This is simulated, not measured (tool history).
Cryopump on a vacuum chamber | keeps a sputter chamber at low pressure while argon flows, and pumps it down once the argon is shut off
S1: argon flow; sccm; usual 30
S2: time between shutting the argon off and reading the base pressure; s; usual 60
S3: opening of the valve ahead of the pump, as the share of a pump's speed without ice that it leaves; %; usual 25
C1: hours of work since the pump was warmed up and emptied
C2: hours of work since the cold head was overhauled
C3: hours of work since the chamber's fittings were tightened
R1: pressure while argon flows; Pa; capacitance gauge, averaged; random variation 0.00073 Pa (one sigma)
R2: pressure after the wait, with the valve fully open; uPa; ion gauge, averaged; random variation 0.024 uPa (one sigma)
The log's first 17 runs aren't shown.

run    hour  S1   S2  S3    C1    C2    C3      R1    R2
 18  1153.6  41   60  25  1003  1003  1363  0.1978  1.91
 19  1239.3  13  189  16  1051  1051  1411  0.0960  1.53
 20  1314.1  13  189  16  1092  1092  1452  0.0968  1.60
 21  1409.2  13  189  16  1145  1145  1505  0.0956  1.70
     1460.1  -- pump warmed up, emptied and cooled again
 22  1480.7  40   60  24    11  1182  1542  0.1857  1.76
 23  1542.4  40   60  24    46  1216  1576  0.1866  1.75
 24  1593.5  40   60  24    74  1245  1605  0.1869  1.74
 25  1651.2  40   60  24   106  1277  1637  0.1864  1.82
 26  1723.6  40   60  24   146  1317  1677  0.1888  1.85
 27  1764.6  23   29  24   169  1340  1700  0.1074  2.67
 28  1829.6  19  118  48   205  1376  1736  0.0450  1.55
 29  1897.3  19  118  48   243  1413  1773  0.0442  1.60
 30  1947.5  30  169  45   271  1441  1801  0.0766  1.45
 31  1997.6  30   22  25   298  1469  1829  0.1354  3.19
 32  2050.4  27   60  25   328  1498  1858  0.1246  1.92
 33  2105.4  27   60  18   358  1529  1889  0.1701  2.05

Forecast each of these 4 alternatives for the next run:
  A  2146.3  18  106  18  381  1551  1912   ?   ?
  B  2146.3  27   60  19  381  1551  1912   ?   ?
  C  2146.3  30   60  22  381  1551  1912   ?   ?
  D  2146.3  48   60  44  381  1551  1912   ?   ?

run      R1    R2
  A  0.1124  1.71
  B  0.1609  2.08
  C  0.1563  2.02
  D  0.1267  2.10
Without the tool's hidden state the same runs would have given:
run      R1    R2
  A  0.1100  0.59
  B  0.1573  0.93
  C  0.1524  0.91
  D  0.1204  0.95

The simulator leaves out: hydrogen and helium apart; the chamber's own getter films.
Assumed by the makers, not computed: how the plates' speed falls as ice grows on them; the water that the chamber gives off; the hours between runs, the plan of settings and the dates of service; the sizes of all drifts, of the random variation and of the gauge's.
